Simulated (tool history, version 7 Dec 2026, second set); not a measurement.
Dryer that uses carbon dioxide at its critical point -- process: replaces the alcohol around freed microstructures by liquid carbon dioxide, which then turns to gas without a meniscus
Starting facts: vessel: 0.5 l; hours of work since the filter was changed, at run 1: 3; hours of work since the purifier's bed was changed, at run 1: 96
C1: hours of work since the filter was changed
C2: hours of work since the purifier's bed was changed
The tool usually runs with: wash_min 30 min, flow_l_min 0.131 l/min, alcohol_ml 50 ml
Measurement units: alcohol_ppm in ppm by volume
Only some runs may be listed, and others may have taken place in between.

run 1 hour=0 | wash_min=30 flow_l_min=0.131 alcohol_ml=50 | C1=3 C2=96 | alcohol_ppm=393
run 2 hour=5.8 | wash_min=30 flow_l_min=0.131 alcohol_ml=50 | C1=6 C2=98 | alcohol_ppm=391
run 3 hour=14.5 | wash_min=30 flow_l_min=0.131 alcohol_ml=50 | C1=9 C2=101 | alcohol_ppm=383
run 4 hour=24.7 | wash_min=30 flow_l_min=0.131 alcohol_ml=74 | C1=12 C2=105 | alcohol_ppm=582
run 5 hour=35.9 | wash_min=23 flow_l_min=0.131 alcohol_ml=50 | C1=16 C2=109 | alcohol_ppm=1407
run 6 hour=42.3 | wash_min=23 flow_l_min=0.131 alcohol_ml=50 | C1=18 C2=111 | alcohol_ppm=1452
run 7 hour=47.7 | wash_min=30 flow_l_min=0.142 alcohol_ml=50 | C1=20 C2=113 | alcohol_ppm=261
run 8 hour=57.9 | wash_min=31 flow_l_min=0.131 alcohol_ml=50 | C1=24 C2=116 | alcohol_ppm=356
run 9 hour=67.2 | wash_min=31 flow_l_min=0.131 alcohol_ml=50 | C1=27 C2=120 | alcohol_ppm=337
run 10 hour=77.1 | wash_min=25 flow_l_min=0.159 alcohol_ml=38 | C1=30 C2=123 | alcohol_ppm=314
run 11 hour=82.8 | wash_min=25 flow_l_min=0.159 alcohol_ml=38 | C1=32 C2=125 | alcohol_ppm=315
run 12 hour=88 | wash_min=45 flow_l_min=0.139 alcohol_ml=50 | C1=34 C2=127 | alcohol_ppm=40
run 13 hour=98.5 | wash_min=24 flow_l_min=0.102 alcohol_ml=53 | C1=38 C2=130 | alcohol_ppm=3363
run 14 hour=106.5 | wash_min=24 flow_l_min=0.102 alcohol_ml=53 | C1=41 C2=133 | alcohol_ppm=3363
run 15 hour=118 | wash_min=24 flow_l_min=0.102 alcohol_ml=53 | C1=45 C2=137 | alcohol_ppm=3422
run 16 hour=126.3 | wash_min=23 flow_l_min=0.126 alcohol_ml=29 | C1=48 C2=140 | alcohol_ppm=1041
run 17 hour=133.2 | wash_min=44 flow_l_min=0.085 alcohol_ml=31 | C1=50 C2=142 | alcohol_ppm=342

5 ways to go on from here, each from the tool as it stands after run 17. What would each give?
run A hour=140.6 | wash_min=44 flow_l_min=0.117 alcohol_ml=31 | C1=53 C2=145 | alcohol_ppm=?
run B hour=140.6 | wash_min=30 flow_l_min=0.155 alcohol_ml=95 | C1=53 C2=145 | alcohol_ppm=?
run C hour=140.6 | wash_min=34 flow_l_min=0.11 alcohol_ml=25 | C1=53 C2=145 | alcohol_ppm=?
run D hour=140.6 | wash_min=32 flow_l_min=0.214 alcohol_ml=102 | C1=53 C2=145 | alcohol_ppm=?
run E hour=140.6 | wash_min=44 flow_l_min=0.165 alcohol_ml=98 | C1=53 C2=145 | alcohol_ppm=?

run=A alcohol_ppm=73
run=B alcohol_ppm=314
run=C alcohol_ppm=303
run=D alcohol_ppm=49
run=E alcohol_ppm=26
With the hidden condition removed and each run's random variation left untouched, the same runs would have given:
run=A alcohol_ppm=45
run=B alcohol_ppm=256
run=C alcohol_ppm=253
run=D alcohol_ppm=24
run=E alcohol_ppm=3
